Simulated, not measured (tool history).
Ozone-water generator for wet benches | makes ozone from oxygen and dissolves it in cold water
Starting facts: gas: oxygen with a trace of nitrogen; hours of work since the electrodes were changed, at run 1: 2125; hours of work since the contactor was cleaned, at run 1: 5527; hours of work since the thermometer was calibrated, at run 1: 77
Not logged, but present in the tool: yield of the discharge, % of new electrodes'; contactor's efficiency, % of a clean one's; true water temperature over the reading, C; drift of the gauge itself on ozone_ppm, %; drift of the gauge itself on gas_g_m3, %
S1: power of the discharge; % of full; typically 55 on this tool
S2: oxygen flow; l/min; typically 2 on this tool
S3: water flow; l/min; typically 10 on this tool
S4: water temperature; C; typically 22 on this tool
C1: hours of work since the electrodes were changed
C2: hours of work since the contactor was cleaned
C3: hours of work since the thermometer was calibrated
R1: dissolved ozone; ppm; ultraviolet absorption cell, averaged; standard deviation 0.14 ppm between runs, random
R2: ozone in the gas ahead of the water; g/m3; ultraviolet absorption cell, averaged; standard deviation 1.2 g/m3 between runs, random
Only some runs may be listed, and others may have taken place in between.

{"run": 1, "hour": 0.0, "S1": 55, "S2": 2, "S3": 10, "S4": 22, "C1": 2125, "C2": 5527, "C3": 77, "R1": 16.3, "R2": 221}
{"run": 2, "hour": 75.3, "S1": 55, "S2": 2, "S3": 13, "S4": 22, "C1": 2171, "C2": 5573, "C3": 122, "R1": 13.2, "R2": 223.6}
{"run": 3, "hour": 161.5, "S1": 55, "S2": 2, "S3": 10, "S4": 22, "C1": 2223, "C2": 5625, "C3": 174, "R1": 16.3, "R2": 221.9}
{"run": 4, "hour": 233.0, "S1": 55, "S2": 2, "S3": 10, "S4": 22, "C1": 2266, "C2": 5668, "C3": 217, "R1": 16.3, "R2": 222.6}
{"run": 5, "hour": 313.6, "S1": 55, "S2": 2, "S3": 10, "S4": 22, "C1": 2314, "C2": 5716, "C3": 265, "R1": 16.4, "R2": 221.9}
{"run": 6, "hour": 410.4, "S1": 77, "S2": 2, "S3": 10, "S4": 22, "C1": 2372, "C2": 5774, "C3": 324, "R1": 20.5, "R2": 273.9}
{"run": 7, "hour": 480.9, "S1": 55, "S2": 2, "S3": 10, "S4": 22, "C1": 2415, "C2": 5817, "C3": 366, "R1": 16.7, "R2": 223.3}
{"run": 8, "hour": 569.1, "S1": 55, "S2": 2, "S3": 13, "S4": 22, "C1": 2468, "C2": 5870, "C3": 419, "R1": 13.4, "R2": 221.1}
{"run": 9, "hour": 634.8, "S1": 55, "S2": 2, "S3": 13, "S4": 22, "C1": 2508, "C2": 5910, "C3": 459, "R1": 13.1, "R2": 224.7}
{"run": 10, "hour": 705.6, "S1": 55, "S2": 2, "S3": 13, "S4": 22, "C1": 2550, "C2": 5952, "C3": 502, "R1": 13.1, "R2": 223.5}
{"run": 11, "hour": 785.8, "S1": 55, "S2": 2, "S3": 13, "S4": 22, "C1": 2599, "C2": 6001, "C3": 550, "R1": 13.1, "R2": 226}
{"run": 12, "hour": 858.1, "S1": 55, "S2": 2, "S3": 10, "S4": 22, "C1": 2642, "C2": 6044, "C3": 594, "R1": 16.2, "R2": 223.1}
{"run": 13, "hour": 906.2, "S1": 55, "S2": 2, "S3": 10, "S4": 22, "C1": 2671, "C2": 6073, "C3": 623, "R1": 16.2, "R2": 226.2}
{"run": 14, "hour": 998.7, "S1": 52, "S2": 2, "S3": 10, "S4": 22, "C1": 2727, "C2": 6129, "C3": 678, "R1": 15.8, "R2": 217.4}
{"run": 15, "hour": 1088.3, "S1": 52, "S2": 1.83, "S3": 10, "S4": 22, "C1": 2781, "C2": 6183, "C3": 732, "R1": 15.8, "R2": 227}
{"run": 16, "hour": 1182.1, "S1": 52, "S2": 1.83, "S3": 10, "S4": 22, "C1": 2837, "C2": 6239, "C3": 789, "R1": 15.7, "R2": 229.8}
{"run": 17, "hour": 1242.5, "S1": 55, "S2": 1.32, "S3": 10, "S4": 22, "C1": 2874, "C2": 6276, "C3": 825, "R1": 15.1, "R2": 272.8}
{"run": 18, "hour": 1342.6, "S1": 55, "S2": 1.32, "S3": 10, "S4": 17, "C1": 2934, "C2": 6336, "C3": 885, "R1": 16.1, "R2": 271.7}
{"run": 19, "hour": 1389.9, "S1": 55, "S2": 2.76, "S3": 10, "S4": 17, "C1": 2963, "C2": 6365, "C3": 914, "R1": 18, "R2": 196.1}
{"hour": 1422.6, "done": "contactor cleaned"}
{"run": 20, "hour": 1474.9, "S1": 55, "S2": 2.76, "S3": 10, "S4": 17, "C1": 3011, "C2": 31, "C3": 963, "R1": 17.9, "R2": 194.9}
{"run": 21, "hour": 1543.0, "S1": 55, "S2": 2.76, "S3": 10, "S4": 17, "C1": 3052, "C2": 73, "C3": 1004, "R1": 18.2, "R2": 194.5}
{"run": 22, "hour": 1625.9, "S1": 50, "S2": 1.92, "S3": 10, "S4": 14, "C1": 3102, "C2": 122, "C3": 1054, "R1": 16.8, "R2": 216.9}
{"run": 23, "hour": 1689.8, "S1": 47, "S2": 2.77, "S3": 10, "S4": 22, "C1": 3141, "C2": 161, "C3": 1092, "R1": 15.2, "R2": 175.8}
{"run": 24, "hour": 1780.0, "S1": 57, "S2": 2.69, "S3": 7, "S4": 18, "C1": 3195, "C2": 215, "C3": 1147, "R1": 23.1, "R2": 199.9}
{"run": 25, "hour": 1828.5, "S1": 55, "S2": 2, "S3": 16, "S4": 22, "C1": 3224, "C2": 245, "C3": 1176, "R1": 10.8, "R2": 226}
{"run": 26, "hour": 1908.1, "S1": 55, "S2": 2, "S3": 16, "S4": 22, "C1": 3272, "C2": 292, "C3": 1224, "R1": 10.8, "R2": 228}
{"run": 27, "hour": 2006.3, "S1": 55, "S2": 2, "S3": 16, "S4": 22, "C1": 3332, "C2": 352, "C3": 1283, "R1": 11, "R2": 227.8}
{"run": 28, "hour": 2068.5, "S1": 55, "S2": 2, "S3": 16, "S4": 22, "C1": 3369, "C2": 389, "C3": 1320, "R1": 11.2, "R2": 226.8}
{"run": 29, "hour": 2124.4, "S1": 41, "S2": 2, "S3": 10, "S4": 22, "C1": 3403, "C2": 423, "C3": 1354, "R1": 13.5, "R2": 188.9}
{"run": 30, "hour": 2222.9, "S1": 41, "S2": 2, "S3": 10, "S4": 22, "C1": 3462, "C2": 482, "C3": 1413, "R1": 13.6, "R2": 188.3}
{"run": 31, "hour": 2323.1, "S1": 42, "S2": 1.51, "S3": 15, "S4": 22, "C1": 3522, "C2": 542, "C3": 1474, "R1": 9.4, "R2": 218.5}
{"run": 32, "hour": 2401.1, "S1": 46, "S2": 2.88, "S3": 14, "S4": 20, "C1": 3569, "C2": 589, "C3": 1521, "R1": 12.1, "R2": 170.4}
{"run": 33, "hour": 2443.7, "S1": 46, "S2": 2.88, "S3": 14, "S4": 20, "C1": 3595, "C2": 615, "C3": 1546, "R1": 12, "R2": 172.1}

Hidden condition of the tool, last listed run before each entry between runs versus first listed run after:
From run 19 to run 20: contactor cleaned (hour 1422.6)
  contactor's efficiency, % of a clean one's: 99.8 -> 100; drift of the gauge itself on gas_g_m3, %: 1.4 -> 1.48
  measured value less the no-hidden-state value, R2: +2.5 -> +2.7 g/m3

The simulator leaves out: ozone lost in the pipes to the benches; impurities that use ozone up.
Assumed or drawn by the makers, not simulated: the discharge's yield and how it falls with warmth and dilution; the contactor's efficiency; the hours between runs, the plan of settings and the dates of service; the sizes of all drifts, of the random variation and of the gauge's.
